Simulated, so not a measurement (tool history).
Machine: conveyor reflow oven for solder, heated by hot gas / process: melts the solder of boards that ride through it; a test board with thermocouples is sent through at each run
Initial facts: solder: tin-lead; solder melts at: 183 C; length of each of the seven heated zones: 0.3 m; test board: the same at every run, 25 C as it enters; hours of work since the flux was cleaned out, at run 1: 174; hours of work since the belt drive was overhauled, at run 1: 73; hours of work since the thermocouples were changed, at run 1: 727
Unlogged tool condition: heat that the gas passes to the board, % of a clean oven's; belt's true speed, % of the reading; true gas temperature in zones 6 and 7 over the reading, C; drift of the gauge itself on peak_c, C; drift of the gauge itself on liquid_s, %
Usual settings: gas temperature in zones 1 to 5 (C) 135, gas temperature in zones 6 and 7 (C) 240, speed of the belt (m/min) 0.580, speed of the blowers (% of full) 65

run	day	gas temperature in zones 1 to 5 (C)	gas temperature in zones 6 and 7 (C)	speed of the belt (m/min)	speed of the blowers (% of full)	hours of work since the flux was cleaned out	hours of work since the belt drive was overhauled	hours of work since the thermocouples were changed	highest temperature of the board (C)	time above the solder's melting point (s)
1	0.000	135	240	0.580	65	174	73	727	219.5	46.7
2	0.362	135	240	0.580	65	179	77	732	219.8	47.1
3	0.662	135	240	0.580	65	182	81	736	219.4	47.1
4	0.904	135	240	0.627	65	185	84	739	216.2	41.4
5	1.108	135	240	0.627	65	188	87	741	216.3	41.3
6	1.388	135	240	0.627	65	191	90	745	216.3	40.8
7	1.817	135	240	0.627	65	197	96	750	216.7	41.2
8	2.229	146	240	0.580	65	202	101	755	221.2	51.3
9	2.446	135	240	0.580	65	205	104	758	219.3	46.4
10	2.729	135	240	0.640	65	208	107	762	215.7	39.7
11	2.942	121	240	0.580	65	211	110	764	216.4	41.6
12	3.350	121	240	0.580	65	216	115	770	216.4	41.6
13	3.804	135	240	0.485	65	222	121	775	224.2	60.6
14	4.196	135	240	0.580	65	227	126	780	219.4	46.5
15	4.429	135	240	0.580	65	230	129	783	219.1	46.8
16	4.700	135	240	0.580	65	233	132	787	219.0	46.7
17	4.988	135	240	0.580	65	237	136	790	218.9	46.5
18	5.317	135	240	0.580	65	241	140	794	219.1	46.8
19	5.662	124	242	0.580	65	245	144	799	218.5	43.4
20	5.846	135	242	0.615	65	248	147	801	218.2	43.5
21	6.288	135	242	0.615	65	253	152	807	218.1	43.3
22	6.642	127	240	0.645	65	258	157	811	213.4	35.8
23	6.996	132	235	0.562	69	262	161	816	216.8	46.0
24	7.288	124	252	0.627	52	266	165	819	217.9	38.5
25	7.742	127	240	0.489	50	272	170	825	218.4	52.3
26	8.071	127	240	0.489	50	276	175	829	217.6	52.1
27	8.342	135	240	0.580	51	279	178	833	213.1	42.0
28	8.788	120	240	0.580	51	285	184	838	209.8	35.2
29	9.050	120	240	0.580	51	288	187	842	209.8	35.2
30	9.296	120	240	0.580	51	291	190	845	209.2	35.0
31	9.746	140	250	0.580	76	297	196	850	231.0	54.8
32	9.967	140	250	0.580	76	300	199	853	231.7	54.8

Some steps in highest temperature of the board (C), run to run, broken into two amounts with sign: the step expected even without the hidden condition (settings, incoming material, random variation), and the rest, left for the hidden condition together with whatever gauge scatter is not in both the measured and the hidden-condition-free result:
Run 12 -> 13: gas temperature in zones 1 to 5 (C) 121 -> 135, speed of the belt (m/min) 0.580 -> 0.485. highest temperature of the board (C) +7.8: hidden state +0.4, all else +7.4.
Run 13 -> 14: speed of the belt (m/min) 0.485 -> 0.580. highest temperature of the board (C) -4.8: hidden state -0.3, all else -4.5.
Run 24 -> 25: gas temperature in zones 1 to 5 (C) 124 -> 127, gas temperature in zones 6 and 7 (C) 252 -> 240, speed of the belt (m/min) 0.627 -> 0.489, speed of the blowers (% of full) 52 -> 50. highest temperature of the board (C) +0.5: hidden state +0.6, all else -0.1.
Run 30 -> 31: gas temperature in zones 1 to 5 (C) 120 -> 140, gas temperature in zones 6 and 7 (C) 240 -> 250, speed of the blowers (% of full) 51 -> 76. highest temperature of the board (C) +21.8: hidden state -0.5, all else +22.3.
